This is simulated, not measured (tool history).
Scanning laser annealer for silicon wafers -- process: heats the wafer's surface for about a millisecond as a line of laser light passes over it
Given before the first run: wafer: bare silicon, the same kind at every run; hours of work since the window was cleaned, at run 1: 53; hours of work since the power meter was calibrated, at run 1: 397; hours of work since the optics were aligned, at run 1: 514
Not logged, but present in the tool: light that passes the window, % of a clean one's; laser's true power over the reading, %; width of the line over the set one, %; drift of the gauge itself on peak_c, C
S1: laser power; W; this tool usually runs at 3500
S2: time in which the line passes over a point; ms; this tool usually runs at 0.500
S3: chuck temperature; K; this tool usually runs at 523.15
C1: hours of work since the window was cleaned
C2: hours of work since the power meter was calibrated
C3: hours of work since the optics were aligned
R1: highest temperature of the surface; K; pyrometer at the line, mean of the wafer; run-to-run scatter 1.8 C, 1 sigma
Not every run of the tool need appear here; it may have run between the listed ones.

run	hour	S1	S2	S3	C1	C2	C3	R1
1	0.0	3500	0.500	523.15	53	397	514	1343.15
2	10.0	3500	0.500	523.15	61	405	521	1344.15
3	29.4	3500	0.500	523.15	74	418	535	1339.15
4	40.4	3500	0.500	523.15	82	426	543	1341.15
5	48.6	3500	0.500	523.15	88	432	549	1341.15
6	57.8	3500	0.500	523.15	95	439	556	1343.15
7	69.5	3500	0.500	523.15	103	447	564	1337.15
8	86.9	3500	0.500	523.15	116	460	577	1338.15
9	95.2	3500	0.500	523.15	122	466	582	1338.15
10	107.2	3500	0.500	523.15	130	475	591	1337.15
11	116.8	3500	0.500	523.15	137	481	598	1340.15
# hour 123.0: optics aligned, line set to its width
12	132.0	3500	0.500	523.15	145	489	6	1336.15
13	145.3	3433	0.500	523.15	154	498	16	1322.15
14	154.0	3495	0.500	523.15	161	505	22	1337.15
15	165.8	3495	0.500	523.15	169	513	31	1335.15
16	178.0	3213	0.360	562.15	178	522	40	1188.15
17	190.2	3500	0.354	560.15	187	531	48	1249.15
# hour 203.3: optics aligned, line set to its width, once more
18	209.4	3500	0.354	560.15	197	541	4	1256.15
19	217.9	3500	0.354	560.15	203	547	10	1254.15
20	237.1	3057	0.354	560.15	217	561	24	1154.15
21	255.5	3057	0.354	560.15	230	574	38	1155.15
22	265.6	3057	0.354	560.15	237	581	45	1153.15
23	283.3	3057	0.354	560.15	250	594	58	1155.15
24	300.0	3500	0.420	523.15	262	606	70	1272.15
25	319.6	3251	0.609	497.15	276	620	84	1321.15
26	334.2	3251	0.609	497.15	287	631	94	1318.15
27	349.3	3038	0.396	525.15	298	642	105	1144.15
28	366.6	3038	0.493	525.15	310	654	117	1212.15
29	376.6	3038	0.493	525.15	317	661	125	1213.15
30	394.3	3038	0.493	525.15	330	674	137	1214.15

Each run again, without the hidden state but with its own random variation kept:
run	R1
1	1356.15
2	1357.15
3	1352.15
4	1355.15
5	1356.15
6	1358.15
7	1353.15
8	1353.15
9	1354.15
10	1353.15
11	1357.15
12	1354.15
13	1341.15
14	1356.15
15	1354.15
16	1204.15
17	1266.15
18	1267.15
19	1265.15
20	1164.15
21	1165.15
22	1164.15
23	1165.15
24	1286.15
25	1337.15
26	1335.15
27	1157.15
28	1227.15
29	1228.15
30	1230.15

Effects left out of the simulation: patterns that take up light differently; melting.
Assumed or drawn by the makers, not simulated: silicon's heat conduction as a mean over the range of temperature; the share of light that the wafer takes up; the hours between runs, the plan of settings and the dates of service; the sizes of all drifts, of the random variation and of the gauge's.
